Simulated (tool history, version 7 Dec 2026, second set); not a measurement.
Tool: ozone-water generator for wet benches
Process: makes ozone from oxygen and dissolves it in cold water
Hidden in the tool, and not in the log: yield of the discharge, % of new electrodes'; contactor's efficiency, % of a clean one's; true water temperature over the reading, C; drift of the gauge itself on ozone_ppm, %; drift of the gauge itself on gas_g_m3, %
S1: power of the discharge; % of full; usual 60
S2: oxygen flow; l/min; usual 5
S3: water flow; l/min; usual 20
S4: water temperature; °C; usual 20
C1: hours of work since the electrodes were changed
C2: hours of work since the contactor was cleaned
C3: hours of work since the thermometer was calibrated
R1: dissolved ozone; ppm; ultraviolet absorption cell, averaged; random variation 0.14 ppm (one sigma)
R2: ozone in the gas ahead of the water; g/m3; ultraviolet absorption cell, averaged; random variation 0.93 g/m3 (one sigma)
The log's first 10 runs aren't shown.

{"run": 11, "hour": 626.3, "S1": 69, "S2": 5, "S3": 20, "S4": 20, "C1": 3332, "C2": 1041, "C3": 3852, "R1": 18.7, "R2": 171.8}
{"run": 12, "hour": 671.0, "S1": 90, "S2": 5, "S3": 20, "S4": 20, "C1": 3374, "C2": 1083, "C3": 3893, "R1": 21.5, "R2": 196.4}
{"run": 13, "hour": 748.9, "S1": 60, "S2": 5, "S3": 20, "S4": 20, "C1": 3447, "C2": 1156, "C3": 3966, "R1": 17, "R2": 156.3}
{"run": 14, "hour": 793.0, "S1": 60, "S2": 5, "S3": 20, "S4": 20, "C1": 3488, "C2": 1197, "C3": 4008, "R1": 17.1, "R2": 155.9}
{"run": 15, "hour": 841.1, "S1": 60, "S2": 5, "S3": 20, "S4": 18, "C1": 3533, "C2": 1242, "C3": 4052, "R1": 17.4, "R2": 156.3}
{"run": 16, "hour": 901.1, "S1": 60, "S2": 5, "S3": 20, "S4": 18, "C1": 3589, "C2": 1298, "C3": 4109, "R1": 17.7, "R2": 153.8}
{"run": 17, "hour": 947.6, "S1": 60, "S2": 5, "S3": 20, "S4": 20, "C1": 3633, "C2": 1341, "C3": 4152, "R1": 17.3, "R2": 154.6}
{"run": 18, "hour": 999.6, "S1": 41, "S2": 3.78, "S3": 20, "S4": 19, "C1": 3682, "C2": 1390, "C3": 4201, "R1": 13, "R2": 136.5}
{"run": 19, "hour": 1066.4, "S1": 41, "S2": 3.78, "S3": 20, "S4": 19, "C1": 3744, "C2": 1453, "C3": 4263, "R1": 13.2, "R2": 136.2}
{"run": 20, "hour": 1099.0, "S1": 60, "S2": 5, "S3": 14, "S4": 27, "C1": 3775, "C2": 1483, "C3": 4294, "R1": 18.9, "R2": 153.7}
{"run": 21, "hour": 1134.7, "S1": 60, "S2": 5, "S3": 14, "S4": 27, "C1": 3808, "C2": 1516, "C3": 4327, "R1": 18.8, "R2": 154.3}
{"run": 22, "hour": 1195.0, "S1": 60, "S2": 5, "S3": 14, "S4": 27, "C1": 3864, "C2": 1573, "C3": 4383, "R1": 18.9, "R2": 155.4}
{"run": 23, "hour": 1261.0, "S1": 92, "S2": 5, "S3": 12, "S4": 20, "C1": 3926, "C2": 1635, "C3": 4445, "R1": 29.8, "R2": 198.4}
{"run": 24, "hour": 1301.1, "S1": 98, "S2": 4.27, "S3": 20, "S4": 20, "C1": 3964, "C2": 1672, "C3": 4483, "R1": 21.5, "R2": 216}
{"run": 25, "hour": 1336.7, "S1": 60, "S2": 5, "S3": 21, "S4": 20, "C1": 3997, "C2": 1705, "C3": 4516, "R1": 16.2, "R2": 154.5}
{"run": 26, "hour": 1391.0, "S1": 50, "S2": 3.88, "S3": 24, "S4": 14, "C1": 4048, "C2": 1756, "C3": 4567, "R1": 13.4, "R2": 151.1}
{"run": 27, "hour": 1428.4, "S1": 50, "S2": 3.88, "S3": 24, "S4": 14, "C1": 4083, "C2": 1791, "C3": 4602, "R1": 13.2, "R2": 152.4}
{"run": 28, "hour": 1484.5, "S1": 79, "S2": 4.46, "S3": 21, "S4": 15, "C1": 4135, "C2": 1844, "C3": 4654, "R1": 19.9, "R2": 185.5}
{"run": 29, "hour": 1526.7, "S1": 79, "S2": 4.46, "S3": 21, "S4": 15, "C1": 4175, "C2": 1883, "C3": 4694, "R1": 19.8, "R2": 188.1}
{"run": 30, "hour": 1596.9, "S1": 66, "S2": 4.46, "S3": 21, "S4": 15, "C1": 4240, "C2": 1949, "C3": 4759, "R1": 18, "R2": 169.1}
{"hour": 1664.3, "done": "contactor cleaned"}
{"run": 31, "hour": 1667.5, "S1": 81, "S2": 4.91, "S3": 19, "S4": 20, "C1": 4303, "C2": 3, "C3": 4822, "R1": 21, "R2": 182.7}
{"run": 32, "hour": 1718.0, "S1": 81, "S2": 4.91, "S3": 19, "S4": 20, "C1": 4350, "C2": 50, "C3": 4869, "R1": 20.6, "R2": 181.6}
{"run": 33, "hour": 1791.5, "S1": 60, "S2": 5, "S3": 31, "S4": 19, "C1": 4419, "C2": 119, "C3": 4938, "R1": 12.5, "R2": 153.5}
{"run": 34, "hour": 1868.5, "S1": 60, "S2": 3.43, "S3": 15, "S4": 19, "C1": 4491, "C2": 191, "C3": 5010, "R1": 19.2, "R2": 172.3}

Forecast each of these 3 alternatives for the next run:
{"run": "A", "hour": 1913.7, "S1": 72, "S2": 5, "S3": 13, "S4": 20, "C1": 4533, "C2": 233, "C3": 5052, "R1": "?", "R2": "?"}
{"run": "B", "hour": 1913.7, "S1": 59, "S2": 5, "S3": 20, "S4": 25, "C1": 4533, "C2": 233, "C3": 5052, "R1": "?", "R2": "?"}
{"run": "C", "hour": 1913.7, "S1": 45, "S2": 3.43, "S3": 17, "S4": 19, "C1": 4533, "C2": 233, "C3": 5052, "R1": "?", "R2": "?"}

run=A R1=25 R2=170.7
run=B R1=15.7 R2=152.3
run=C R1=14.9 R2=145.9
Without the tool's hidden state the same runs would have given:
run=A R1=25.1 R2=176.1
run=B R1=15.8 R2=157
run=C R1=15 R2=150.4

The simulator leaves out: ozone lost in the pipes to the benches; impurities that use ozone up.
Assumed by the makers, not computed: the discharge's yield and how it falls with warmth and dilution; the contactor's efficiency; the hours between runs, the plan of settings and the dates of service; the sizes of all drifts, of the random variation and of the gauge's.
